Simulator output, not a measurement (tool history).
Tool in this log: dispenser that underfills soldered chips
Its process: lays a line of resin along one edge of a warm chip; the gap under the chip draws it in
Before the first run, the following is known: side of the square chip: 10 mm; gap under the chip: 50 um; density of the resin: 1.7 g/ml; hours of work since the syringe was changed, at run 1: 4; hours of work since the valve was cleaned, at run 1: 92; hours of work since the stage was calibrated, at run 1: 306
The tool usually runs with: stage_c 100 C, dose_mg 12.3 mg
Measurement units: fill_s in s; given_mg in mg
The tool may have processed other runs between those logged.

run,hour,stage_c,dose_mg,hours of work since the syringe was changed,hours of work since the valve was cleaned,hours of work since the stage was calibrated,fill_s,given_mg
1,0.0,100,12.3,4,92,306,76.6,11.76
2,7.5,100,12.3,9,98,312,114.4,11.62
# hour 10.4: new syringe of resin
3,16.5,100,12.3,5,105,318,81.1,11.59
# hour 25.3: new syringe of resin
4,25.8,100,14.0,0,112,325,57.7,13.20
5,35.5,100,14.0,8,119,333,101.3,13.01
# hour 40.2: new syringe of resin
6,48.7,100,12.3,7,130,343,94.4,11.49
# hour 54.7: new syringe of resin
7,62.3,94,12.3,6,140,353,106.1,11.15
# hour 65.7: dispensing valve cleaned and set on the balance
# hour 68.9: stage's temperature calibrated
# hour 71.2: new syringe of resin
8,76.8,100,14.9,4,8,6,79.0,14.86
# hour 85.5: new syringe of resin
9,90.5,90,14.9,4,18,16,103.7,14.77
# hour 99.7: new syringe of resin
10,100.4,100,12.3,1,26,24,61.1,12.05
11,107.7,100,12.3,6,31,30,91.3,12.14
# hour 114.4: new syringe of resin
12,118.2,100,12.3,3,39,37,74.7,11.91
# hour 129.6: new syringe of resin
13,130.7,100,12.3,1,49,47,64.8,11.88
# hour 143.9: new syringe of resin
14,146.5,100,12.2,2,61,59,70.8,11.76
# hour 158.3: new syringe of resin
15,160.1,100,16.0,1,71,69,62.4,15.47
# hour 172.9: new syringe of resin
16,176.2,100,10.9,3,83,82,73.7,10.38
# hour 187.4: new syringe of resin
17,191.6,100,10.9,3,95,94,80.0,10.37
# hour 202.7: new syringe of resin
18,202.7,100,10.9,0,104,102,63.4,10.26
19,215.4,100,12.8,10,113,112,119.3,12.05
# hour 217.1: new syringe of resin
20,223.0,110,12.9,5,119,118,65.1,11.92
# hour 231.6: new syringe of resin
21,235.4,110,16.0,3,129,127,54.4,14.88
22,245.0,106,16.0,10,136,134,102.7,14.83
# hour 246.2: new syringe of resin
# hour 253.7: dispensing valve cleaned and set on the balance
23,253.7,112,14.3,5,0,140,62.3,14.52
# hour 261.4: new syringe of resin
24,270.0,107,11.6,7,12,153,80.2,11.54
# hour 275.8: new syringe of resin
25,280.8,95,14.8,4,21,161,85.0,14.58
# hour 290.0: new syringe of resin
26,290.9,113,12.9,1,28,168,43.8,12.64
# hour 304.2: new syringe of resin
27,305.2,102,15.6,1,39,179,57.6,15.32
28,316.7,103,10.6,10,48,188,113.7,10.25
# hour 319.2: new syringe of resin
29,329.1,112,12.8,8,58,198,74.9,12.34
# hour 333.4: new syringe of resin
30,338.0,87,12.8,4,64,204,108.9,12.33
# hour 348.0: new syringe of resin
31,348.1,87,15.5,0,72,212,84.5,14.97
# hour 363.2: new syringe of resin
32,364.7,114,13.5,1,85,225,44.2,12.82

Run 33 comes next. What will it give?
# hour 378.0: new syringe of resin
33,378.0,100,11.1,0,95,235,?,?

{"run 33": {"fill_s": 60.9, "given_mg": 10.6}}
Were there no unlogged condition in the tool, this run, its random variation unchanged, would have produced fill_s 61.7 s, given_mg 11.19 mg.
